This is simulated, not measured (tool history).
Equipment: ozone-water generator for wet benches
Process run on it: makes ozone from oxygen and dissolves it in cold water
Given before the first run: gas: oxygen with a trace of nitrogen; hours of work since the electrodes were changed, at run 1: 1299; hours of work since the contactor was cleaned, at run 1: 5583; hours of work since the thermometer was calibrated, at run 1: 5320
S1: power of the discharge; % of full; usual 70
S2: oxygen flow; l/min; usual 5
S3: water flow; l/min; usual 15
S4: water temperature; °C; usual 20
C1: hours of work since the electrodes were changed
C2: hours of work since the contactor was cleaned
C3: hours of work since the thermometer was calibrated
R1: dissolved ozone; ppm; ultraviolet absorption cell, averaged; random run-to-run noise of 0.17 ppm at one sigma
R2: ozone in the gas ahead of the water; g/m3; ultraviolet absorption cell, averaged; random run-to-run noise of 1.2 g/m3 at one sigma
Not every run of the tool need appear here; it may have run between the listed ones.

{"run": 1, "hour": 0.0, "S1": 70, "S2": 5, "S3": 15, "S4": 20, "C1": 1299, "C2": 5583, "C3": 5320, "R1": 22, "R2": 213.5}
{"run": 2, "hour": 35.5, "S1": 70, "S2": 5, "S3": 15, "S4": 14, "C1": 1321, "C2": 5605, "C3": 5341, "R1": 24.6, "R2": 213.8}
{"run": 3, "hour": 72.4, "S1": 70, "S2": 5, "S3": 15, "S4": 20, "C1": 1344, "C2": 5627, "C3": 5364, "R1": 22.6, "R2": 214}
{"run": 4, "hour": 146.5, "S1": 70, "S2": 5, "S3": 15, "S4": 20, "C1": 1389, "C2": 5673, "C3": 5409, "R1": 22.3, "R2": 215.4}
{"run": 5, "hour": 185.9, "S1": 70, "S2": 5, "S3": 15, "S4": 20, "C1": 1413, "C2": 5697, "C3": 5433, "R1": 22.1, "R2": 214.8}
{"run": 6, "hour": 240.6, "S1": 70, "S2": 6.2, "S3": 15, "S4": 20, "C1": 1447, "C2": 5730, "C3": 5467, "R1": 21.6, "R2": 189.7}
{"run": 7, "hour": 292.1, "S1": 70, "S2": 5, "S3": 15, "S4": 20, "C1": 1478, "C2": 5762, "C3": 5499, "R1": 22.5, "R2": 214.7}
{"run": 8, "hour": 330.2, "S1": 70, "S2": 5, "S3": 15, "S4": 20, "C1": 1502, "C2": 5785, "C3": 5522, "R1": 22.1, "R2": 216.7}
{"run": 9, "hour": 384.3, "S1": 70, "S2": 5, "S3": 15, "S4": 20, "C1": 1535, "C2": 5818, "C3": 5555, "R1": 22.2, "R2": 216}
{"run": 10, "hour": 453.9, "S1": 47, "S2": 5, "S3": 15, "S4": 20, "C1": 1578, "C2": 5861, "C3": 5598, "R1": 17.2, "R2": 162.9}
{"run": 11, "hour": 492.9, "S1": 47, "S2": 5, "S3": 15, "S4": 20, "C1": 1601, "C2": 5885, "C3": 5622, "R1": 17.1, "R2": 163.8}
{"run": 12, "hour": 558.6, "S1": 70, "S2": 3.67, "S3": 15, "S4": 20, "C1": 1642, "C2": 5925, "C3": 5662, "R1": 22.7, "R2": 255.9}
{"run": 13, "hour": 635.4, "S1": 70, "S2": 3.67, "S3": 15, "S4": 20, "C1": 1689, "C2": 5972, "C3": 5709, "R1": 22.3, "R2": 258.9}
{"run": 14, "hour": 676.1, "S1": 70, "S2": 4.87, "S3": 15, "S4": 20, "C1": 1714, "C2": 5997, "C3": 5734, "R1": 22.3, "R2": 217.9}

Run 15 comes next. What will it give?
{"run": 15, "hour": 741.6, "S1": 70, "S2": 4.87, "S3": 15, "S4": 20, "C1": 1754, "C2": 6037, "C3": 5774, "R1": "?", "R2": "?"}

{"run 15": {"R1": 22.5, "R2": 217.5}}
Take away the tool's hidden state, keep the run-to-run variation as it was, and the same run would have given R1 22.5 ppm, R2 217.6 g/m3.
